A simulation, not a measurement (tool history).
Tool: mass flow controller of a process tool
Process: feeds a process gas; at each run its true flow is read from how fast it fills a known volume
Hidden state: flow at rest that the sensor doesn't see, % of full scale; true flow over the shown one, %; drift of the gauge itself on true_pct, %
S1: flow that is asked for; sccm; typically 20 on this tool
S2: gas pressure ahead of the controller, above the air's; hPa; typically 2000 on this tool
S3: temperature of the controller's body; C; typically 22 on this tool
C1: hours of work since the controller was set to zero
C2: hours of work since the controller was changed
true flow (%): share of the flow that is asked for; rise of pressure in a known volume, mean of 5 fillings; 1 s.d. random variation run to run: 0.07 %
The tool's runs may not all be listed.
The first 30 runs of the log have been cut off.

Run 31, hour 2189.3: usual settings but S1 18 sccm, S2 1680 hPa, S3 31 C; C1 3716; C2 3716. Result: true flow (%) 97.56.
Run 32, hour 2274.6: usual settings but S1 18 sccm, S2 1680 hPa, S3 31 C; C1 3780; C2 3780. Result: true flow (%) 97.55.
Run 33, hour 2352.7: usual settings but S2 1700 hPa, S3 23 C; C1 3839; C2 3839. Result: true flow (%) 98.14.
Run 34, hour 2404.6: usual settings but S1 17 sccm, S2 2740 hPa; C1 3878; C2 3878. Result: true flow (%) 97.46.
Run 35, hour 2498.2: usual settings but S1 17 sccm, S2 2740 hPa; C1 3949; C2 3949. Result: true flow (%) 97.37.
Run 36, hour 2592.5: usual settings but S1 17 sccm, S2 2740 hPa; C1 4020; C2 4020. Result: true flow (%) 97.03.
Run 37, hour 2680.4: usual settings but S1 30 sccm; C1 4086; C2 4086. Result: true flow (%) 98.14.
At hour 2713.7: controller's zero set anew.
Run 38, hour 2729.8: usual settings but S1 30 sccm, S3 36 C; C1 12; C2 4123. Result: true flow (%) 96.83.
Run 39, hour 2816.3: usual settings but S1 11 sccm, S2 1630 hPa, S3 27 C; C1 77; C2 4188. Result: true flow (%) 96.90.
Run 40, hour 2901.0: usual settings but S1 13 sccm, S2 1630 hPa, S3 23 C; C1 141; C2 4252. Result: true flow (%) 97.32.
Run 41, hour 2974.9: usual settings but S1 28 sccm, S2 2450 hPa, S3 34 C; C1 197; C2 4307. Result: true flow (%) 96.29.
Run 42, hour 3019.0: usual settings but S1 48 sccm, S2 2390 hPa; C1 230; C2 4340. Result: true flow (%) 98.20.
Run 43, hour 3077.5: usual settings but S1 48 sccm, S2 2390 hPa; C1 274; C2 4385. Result: true flow (%) 98.05.
Run 44, hour 3182.2: usual settings but S1 48 sccm, S2 2390 hPa; C1 353; C2 4463. Result: true flow (%) 98.03.
At hour 3217.7: gauge calibrated.
Run 45, hour 3281.0: usual settings but S1 7 sccm, S2 1540 hPa, S3 24 C; C1 427; C2 4538. Result: true flow (%) 98.39.
Run 46, hour 3357.7: usual settings but S1 7 sccm, S2 1540 hPa, S3 24 C; C1 485; C2 4595. Result: true flow (%) 98.10.
Run 47, hour 3456.1: usual settings but S1 7 sccm, S2 1540 hPa, S3 24 C; C1 559; C2 4670. Result: true flow (%) 97.98.
Run 48, hour 3530.8: usual settings but S1 7 sccm, S2 2370 hPa, S3 29 C; C1 615; C2 4726. Result: true flow (%) 96.99.

4 ways to go on from here, each from the tool as it stands after run 48. What would each give?
Run A, hour 3614.1: usual settings but S1 37 sccm, S2 2370 hPa, S3 21 C; C1 678; C2 4789. Result: true flow (%) ?.
Run B, hour 3614.1: usual settings but S1 7 sccm, S2 2370 hPa, S3 23 C; C1 678; C2 4789. Result: true flow (%) ?.
Run C, hour 3614.1: usual settings but S1 5 sccm, S2 1990 hPa, S3 38 C; C1 678; C2 4789. Result: true flow (%) ?.
Run D, hour 3614.1: usual settings but S1 27 sccm; C1 678; C2 4789. Result: true flow (%) ?.

run  true flow (%)
  A          99.04
  B          97.52
  C          96.14
  D          98.76
The same runs, with their run-to-run variation unchanged, on a tool lacking any hidden condition would have given:
run  true flow (%)
  A          99.55
  B          98.01
  C          96.62
  D          99.26
